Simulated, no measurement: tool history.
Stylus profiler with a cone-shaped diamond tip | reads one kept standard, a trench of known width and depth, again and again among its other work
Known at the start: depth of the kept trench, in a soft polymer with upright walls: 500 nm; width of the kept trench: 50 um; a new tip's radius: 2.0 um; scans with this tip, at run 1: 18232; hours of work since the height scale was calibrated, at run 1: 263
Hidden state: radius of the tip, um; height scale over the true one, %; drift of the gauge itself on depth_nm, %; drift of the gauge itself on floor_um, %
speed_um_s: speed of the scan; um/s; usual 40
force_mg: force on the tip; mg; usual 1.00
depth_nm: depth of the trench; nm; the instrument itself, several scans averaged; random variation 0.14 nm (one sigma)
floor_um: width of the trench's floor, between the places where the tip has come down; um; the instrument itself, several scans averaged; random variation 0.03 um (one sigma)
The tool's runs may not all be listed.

run	day	speed_um_s	force_mg	scans with this tip	hours of work since the height scale was calibrated	depth_nm	floor_um
1	0.000	40	1.00	18232	263	502.59	45.80
2	1.046	40	1.00	18522	282	502.98	45.80
3	2.100	62	1.00	18815	302	502.92	45.70
4	3.550	62	1.00	19217	329	502.69	45.66
5	5.442	40	1.00	19741	364	503.08	45.69
6	7.246	11	1.00	20241	397	502.86	45.75
7	9.108	40	1.00	20759	431	503.26	45.64
8	11.192	40	1.00	21337	470	502.85	45.60
9	12.475	40	1.00	21692	494	503.04	45.55
10	14.342	40	1.00	22210	528	502.70	45.53
11	15.800	40	1.00	22614	555	503.11	45.51
12	17.358	40	1.00	23046	584	503.22	45.50
13	18.546	40	1.00	23376	606	503.13	45.46
14	20.267	40	1.00	23854	638	503.10	45.46
15	21.533	86	1.00	24204	661	503.20	45.32
16	23.404	141	1.00	24723	696	503.31	45.12
17	24.779	141	1.00	25104	721	503.05	45.04
# day 25.008: new tip fitted, height scale calibrated
18	26.225	141	1.00	337	23	502.74	47.02
19	28.233	141	1.00	894	60	502.75	46.93
20	30.638	148	1.00	1561	104	502.74	46.84
21	33.138	40	1.12	2254	150	503.04	47.06
22	35.346	92	2.09	2866	191	504.23	46.94
23	37.458	40	0.43	3452	230	501.93	46.86
24	39.346	137	0.38	3976	265	501.83	46.37
25	41.079	19	1.91	4456	297	504.24	46.93
26	42.371	40	1.33	4815	321	503.41	46.86
# day 42.538: height scale calibrated on a step standard
27	44.196	40	1.33	5315	31	503.86	46.82
28	46.512	109	0.76	5958	74	502.52	46.49
29	47.821	21	0.63	6320	98	502.32	46.76
30	48.925	21	0.63	6627	118	502.23	46.67
31	50.788	21	0.63	7143	153	502.60	46.71
32	53.075	31	1.15	7778	195	503.32	46.61
33	54.329	11	0.50	8125	218	502.28	46.64
34	55.721	149	0.69	8512	244	502.84	46.09
# day 57.958: height scale calibrated on a step standard, once more
35	57.958	149	0.69	9126	0	501.68	46.06
36	59.292	55	0.66	9497	25	501.89	46.34
37	61.342	55	0.66	10065	63	501.52	46.26
38	63.221	67	1.83	10587	97	503.70	46.39
39	64.471	24	2.62	10933	121	504.74	46.44
40	65.992	24	2.62	11355	149	504.67	46.37
41	67.950	24	2.62	11897	185	504.84	46.35

Forecast each of these 3 alternatives for the next run:
A	69.542	19	0.62	12339	214	?	?
B	69.542	31	0.60	12339	214	?	?
C	69.542	24	0.99	12339	214	?	?

run	depth_nm	floor_um
A	501.95	46.27
B	501.42	46.22
C	502.63	46.26
Without the tool's hidden state the same runs would have given:
run	depth_nm	floor_um
A	501.88	47.28
B	501.35	47.23
C	502.56	47.27

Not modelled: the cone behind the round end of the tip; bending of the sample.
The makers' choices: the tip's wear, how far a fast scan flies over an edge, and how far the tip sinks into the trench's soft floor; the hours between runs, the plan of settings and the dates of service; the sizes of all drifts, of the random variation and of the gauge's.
